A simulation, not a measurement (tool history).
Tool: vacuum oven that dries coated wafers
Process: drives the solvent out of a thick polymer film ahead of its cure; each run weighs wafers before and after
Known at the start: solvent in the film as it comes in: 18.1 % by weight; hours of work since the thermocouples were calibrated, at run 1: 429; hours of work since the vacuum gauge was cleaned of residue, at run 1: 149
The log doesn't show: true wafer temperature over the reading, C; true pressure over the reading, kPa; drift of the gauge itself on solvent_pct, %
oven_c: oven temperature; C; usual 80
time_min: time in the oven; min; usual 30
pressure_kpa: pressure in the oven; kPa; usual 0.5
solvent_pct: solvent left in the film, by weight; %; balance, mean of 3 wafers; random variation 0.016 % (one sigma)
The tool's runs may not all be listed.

run,hour,oven_c,time_min,pressure_kpa,hours of work since the thermocouples were calibrated,hours of work since the vacuum gauge was cleaned of residue,solvent_pct
1,0,80,30,0.5,429,149,2.54
2,12.6,80,30,0.5,435,156,2.54
3,24,80,30,0.797,441,162,2.65
4,30.1,86,30,0.5,444,165,1.11
5,41.8,80,53,0.5,450,171,0.78
6,51.2,80,53,0.5,455,176,0.74
7,64.2,80,53,0.5,462,182,0.75
8,70.7,80,53,0.5,465,186,0.79
9,77.6,80,49,0.5,469,189,0.94
10,91.4,80,30,0.5,476,196,2.53
11,104.2,80,30,0.5,482,203,2.55
12,112.8,80,30,0.5,487,207,2.51
13,123.6,80,30,0.5,492,213,2.52
14,136.3,90,30,0.5,499,219,0.55
15,147.8,90,30,0.5,505,225,0.53
16,159.3,74,30,0.5,511,231,4.58
17,167.4,74,30,0.5,515,235,4.59
18,177.7,80,17,0.5,520,241,5.33
19,184.3,80,17,0.5,523,244,5.34
20,190.5,87,17,0.5,527,247,2.87
21,198.6,84,42,0.5,531,251,0.64
22,209.6,84,45,0.576,536,257,0.58
23,218.7,84,45,0.576,541,262,0.54
24,228.8,84,45,0.374,546,267,0.52
25,242,75,23,1.237,553,274,5.84
26,255.8,95,23,0.305,560,281,0.39
27,261.7,69,25,1.265,563,284,7.72
28,268.6,82,25,1.265,567,287,2.89
29,280.9,82,25,1.265,573,294,2.92
30,288.1,93,26,1.518,577,297,0.69
31,293.7,93,26,1.518,579,300,0.67
32,300,68,16,1.125,583,303,10.04
33,311.5,68,16,1.125,589,309,10.01
34,319.3,72,29,1.821,593,313,6.01
35,332.8,72,29,1.821,600,320,5.96
36,343.8,66,29,0.775,605,326,7.95
37,354.9,66,20,0.775,611,332,9.66

The same runs without the tool's hidden state, with the same run-to-run variation:
run,solvent_pct
1,2.67
2,2.67
3,2.78
4,1.19
5,0.83
6,0.8
7,0.81
8,0.85
9,1.01
10,2.68
11,2.69
12,2.66
13,2.67
14,0.6
15,0.58
16,4.77
17,4.8
18,5.53
19,5.54
20,3.04
21,0.7
22,0.63
23,0.59
24,0.57
25,6.06
26,0.43
27,7.94
28,3.07
29,3.11
30,0.74
31,0.72
32,10.23
33,10.2
34,6.26
35,6.21
36,8.18
37,9.86
